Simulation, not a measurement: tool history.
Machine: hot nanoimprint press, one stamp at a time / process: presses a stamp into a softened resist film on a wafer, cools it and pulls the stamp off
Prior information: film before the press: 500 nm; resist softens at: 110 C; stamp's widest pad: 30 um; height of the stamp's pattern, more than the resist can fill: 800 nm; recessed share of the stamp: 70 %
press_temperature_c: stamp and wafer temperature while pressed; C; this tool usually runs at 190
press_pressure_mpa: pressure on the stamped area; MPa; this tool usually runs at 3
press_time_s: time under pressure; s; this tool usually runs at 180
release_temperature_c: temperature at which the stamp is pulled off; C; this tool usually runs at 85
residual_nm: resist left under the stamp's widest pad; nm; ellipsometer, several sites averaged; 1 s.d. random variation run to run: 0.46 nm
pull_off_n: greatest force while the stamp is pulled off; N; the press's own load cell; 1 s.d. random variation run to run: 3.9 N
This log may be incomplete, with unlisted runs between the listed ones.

| run | hour | press_temperature_c | press_pressure_mpa | press_time_s | release_temperature_c | residual_nm | pull_off_n |
|---|---|---|---|---|---|---|---|
| 1 | 0 | 190 | 3 | 180 | 85 | 187.4 | 242 |
| 2 | 18.7 | 190 | 3 | 180 | 87 | 187.3 | 236 |
| 3 | 35.5 | 190 | 3 | 180 | 77 | 187.1 | 316 |
| 4 | 51.7 | 190 | 3 | 180 | 77 | 187 | 314 |
| 5 | 63.6 | 190 | 3 | 108 | 77 | 231.3 | 312 |
|  | 83.5 | stamp cleaned and given a new release coat |
| 6 | 84.3 | 190 | 3 | 108 | 77 | 229.8 | 221 |
| 7 | 101.4 | 190 | 3 | 180 | 85 | 186.8 | 193 |
| 8 | 113.7 | 190 | 3 | 180 | 85 | 186.7 | 195 |
| 9 | 130.3 | 190 | 3 | 180 | 85 | 186.7 | 195 |
| 10 | 149.7 | 190 | 3 | 180 | 85 | 185.9 | 195 |
|  | 153.8 | plate thermocouple calibrated |
| 11 | 174.4 | 190 | 3 | 110 | 85 | 225.6 | 200 |
| 12 | 198.3 | 190 | 3 | 110 | 85 | 226 | 203 |
| 13 | 222.1 | 190 | 3 | 110 | 85 | 225.6 | 205 |
| 14 | 237.3 | 190 | 3 | 110 | 85 | 226.2 | 211 |
|  | 249.5 | plate thermocouple calibrated, once more |
| 15 | 252.9 | 190 | 3 | 180 | 79 | 189.3 | 246 |
| 16 | 263.9 | 190 | 3 | 180 | 79 | 188.8 | 251 |
| 17 | 279.5 | 190 | 3 | 180 | 79 | 187.9 | 253 |
| 18 | 289.6 | 182 | 1.94 | 211 | 85 | 266.3 | 220 |
| 19 | 310.7 | 193 | 3.61 | 163 | 75 | 165.8 | 286 |
| 20 | 326 | 193 | 3.61 | 163 | 75 | 166.2 | 297 |
| 21 | 343.8 | 193 | 2.61 | 285 | 87 | 149.7 | 222 |
| 22 | 365 | 193 | 2.61 | 278 | 77 | 150.9 | 285 |
| 23 | 379.6 | 178 | 3.67 | 180 | 85 | 248.7 | 243 |
| 24 | 393.2 | 191 | 3.72 | 93 | 85 | 219.1 | 250 |
| 25 | 407.1 | 191 | 3.72 | 93 | 85 | 217.7 | 238 |
| 26 | 419.1 | 191 | 3.72 | 93 | 85 | 219.4 | 246 |
| 27 | 434 | 191 | 3.72 | 93 | 85 | 218.3 | 243 |
| 28 | 446.2 | 197 | 4.67 | 93 | 85 | 167.9 | 244 |
| 29 | 468.4 | 195 | 3 | 170 | 85 | 165.6 | 257 |

4 ways to go on from here, each from the tool as it stands after run 29. What would each give?
| A | 480.6 | 181 | 3 | 170 | 91 | ? | ? |
| B | 480.6 | 195 | 1.95 | 156 | 85 | ? | ? |
| C | 480.6 | 199 | 3 | 262 | 85 | ? | ? |
| D | 480.6 | 199 | 3 | 111 | 89 | ? | ? |

| run | residual_nm | pull_off_n |
|---|---|---|
| A | 249.8 | 218 |
| B | 206.7 | 256 |
| C | 121.5 | 251 |
| D | 178.3 | 225 |
With no hidden state in the tool, these same runs would have given:
| run | residual_nm | pull_off_n |
|---|---|---|
| A | 249.5 | 159 |
| B | 206.9 | 187 |
| C | 121.1 | 183 |
| D | 177.6 | 164 |
